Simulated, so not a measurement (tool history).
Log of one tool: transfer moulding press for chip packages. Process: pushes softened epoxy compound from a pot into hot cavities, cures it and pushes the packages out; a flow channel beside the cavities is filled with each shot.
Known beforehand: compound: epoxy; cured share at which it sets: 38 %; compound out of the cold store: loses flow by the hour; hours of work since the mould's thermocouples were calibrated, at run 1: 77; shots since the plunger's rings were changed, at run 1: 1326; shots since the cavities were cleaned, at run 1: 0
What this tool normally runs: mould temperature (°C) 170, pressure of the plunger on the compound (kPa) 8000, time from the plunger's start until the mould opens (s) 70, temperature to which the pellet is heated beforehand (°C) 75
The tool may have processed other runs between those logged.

| run | hour | mould temperature (°C) | pressure of the plunger on the compound (kPa) | time from the plunger's start until the mould opens (s) | temperature to which the pellet is heated beforehand (°C) | hours of work since the mould's thermocouples were calibrated | shots since the plunger's rings were changed | shots since the cavities were cleaned | incoming compound's hours out of the cold store | length that the compound runs in the flow channel (mm) | greatest force on the pins that push the packages out (N) |
|---|---|---|---|---|---|---|---|---|---|---|---|
| 1 | 0.0 | 170 | 8000 | 70 | 75 | 77 | 1326 | 0 | 39.6 | 659 | 435 |
| 2 | 52.1 | 163 | 8000 | 70 | 75 | 114 | 2229 | 903 | 9.2 | 717 | 1390 |
|  | 63.7 | cavities cleaned with cleaning compound and waxed |
| 3 | 106.9 | 165 | 8000 | 70 | 75 | 152 | 3154 | 749 | 46.1 | 635 | 1067 |
|  | 128.0 | cavities cleaned with cleaning compound and waxed |
| 4 | 137.7 | 165 | 8000 | 70 | 75 | 173 | 3662 | 168 | 13.5 | 683 | 903 |
| 5 | 181.2 | 165 | 8000 | 70 | 75 | 204 | 4417 | 923 | 21.8 | 662 | 1182 |
|  | 191.7 | cavities cleaned with cleaning compound and waxed |
|  | 215.9 | plunger's sealing rings changed |
| 6 | 237.1 | 165 | 8000 | 70 | 75 | 242 | 369 | 745 | 15.0 | 719 | 1128 |
|  | 261.0 | cavities cleaned with cleaning compound and waxed |
| 7 | 279.8 | 165 | 8000 | 70 | 75 | 271 | 1083 | 326 | 34.6 | 684 | 944 |
| 8 | 317.0 | 170 | 8000 | 70 | 75 | 298 | 1728 | 971 | 34.0 | 660 | 771 |
|  | 328.4 | mould's thermocouples calibrated |
|  | 329.9 | cavities cleaned with cleaning compound and waxed |
| 9 | 375.9 | 166 | 8000 | 70 | 75 | 33 | 2689 | 798 | 14.8 | 692 | 1019 |
|  | 394.4 | cavities cleaned with cleaning compound and waxed |
| 10 | 431.7 | 166 | 8000 | 70 | 75 | 72 | 3630 | 646 | 21.9 | 669 | 946 |
|  | 459.1 | cavities cleaned with cleaning compound and waxed |
| 11 | 472.6 | 166 | 9470 | 70 | 75 | 100 | 4314 | 235 | 22.2 | 712 | 849 |
|  | 509.9 | plunger's sealing rings changed |
|  | 527.3 | cavities cleaned with cleaning compound and waxed |
| 12 | 527.5 | 166 | 9470 | 70 | 75 | 137 | 280 | 4 | 14.1 | 787 | 633 |
| 13 | 577.1 | 171 | 9470 | 75 | 75 | 172 | 1141 | 865 | 44.1 | 701 | 589 |
|  | 590.9 | cavities cleaned with cleaning compound and waxed |
| 14 | 614.1 | 171 | 9470 | 75 | 75 | 198 | 1756 | 402 | 11.1 | 758 | 558 |
| 15 | 651.7 | 170 | 9550 | 73 | 68 | 225 | 2408 | 1054 | 45.2 | 689 | 678 |
|  | 658.2 | cavities cleaned with cleaning compound and waxed |
| 16 | 707.8 | 164 | 8790 | 53 | 77 | 264 | 3356 | 862 | 23.3 | 698 | 2094 |
|  | 724.4 | cavities cleaned with cleaning compound and waxed |
| 17 | 737.3 | 170 | 7500 | 73 | 72 | 284 | 3841 | 224 | 41.3 | 601 | 522 |
|  | 769.3 | mould's thermocouples calibrated |
| 18 | 778.0 | 177 | 6940 | 86 | 77 | 6 | 4512 | 895 | 23.1 | 585 | 457 |
|  | 791.8 | cavities cleaned with cleaning compound and waxed |
|  | 804.6 | plunger's sealing rings changed |
| 19 | 833.8 | 172 | 7350 | 58 | 77 | 43 | 506 | 685 | 26.1 | 654 | 1045 |
|  | 859.4 | cavities cleaned with cleaning compound and waxed |
| 20 | 871.1 | 170 | 8420 | 51 | 82 | 69 | 1126 | 203 | 32.4 | 681 | 1264 |

Below are 4 alternative next runs, each starting from the tool's condition after run 20. Predict each:
| A | 899.1 | 170 | 8000 | 70 | 82 | 89 | 1612 | 689 | 46.0 | ? | ? |
| B | 899.1 | 163 | 7990 | 51 | 82 | 89 | 1612 | 689 | 30.7 | ? | ? |
| C | 899.1 | 170 | 8000 | 58 | 75 | 89 | 1612 | 689 | 8.0 | ? | ? |
| D | 899.1 | 170 | 8420 | 51 | 80 | 89 | 1612 | 689 | 44.4 | ? | ? |

| run | length that the compound runs in the flow channel (mm) | greatest force on the pins that push the packages out (N) |
|---|---|---|
| A | 638 | 670 |
| B | 687 | 2228 |
| C | 709 | 1255 |
| D | 661 | 1551 |
The same runs, with their run-to-run variation unchanged, on a tool lacking any hidden condition would have given:
| run | length that the compound runs in the flow channel (mm) | greatest force on the pins that push the packages out (N) |
|---|---|---|
| A | 656 | 394 |
| B | 706 | 1326 |
| C | 729 | 735 |
| D | 680 | 912 |

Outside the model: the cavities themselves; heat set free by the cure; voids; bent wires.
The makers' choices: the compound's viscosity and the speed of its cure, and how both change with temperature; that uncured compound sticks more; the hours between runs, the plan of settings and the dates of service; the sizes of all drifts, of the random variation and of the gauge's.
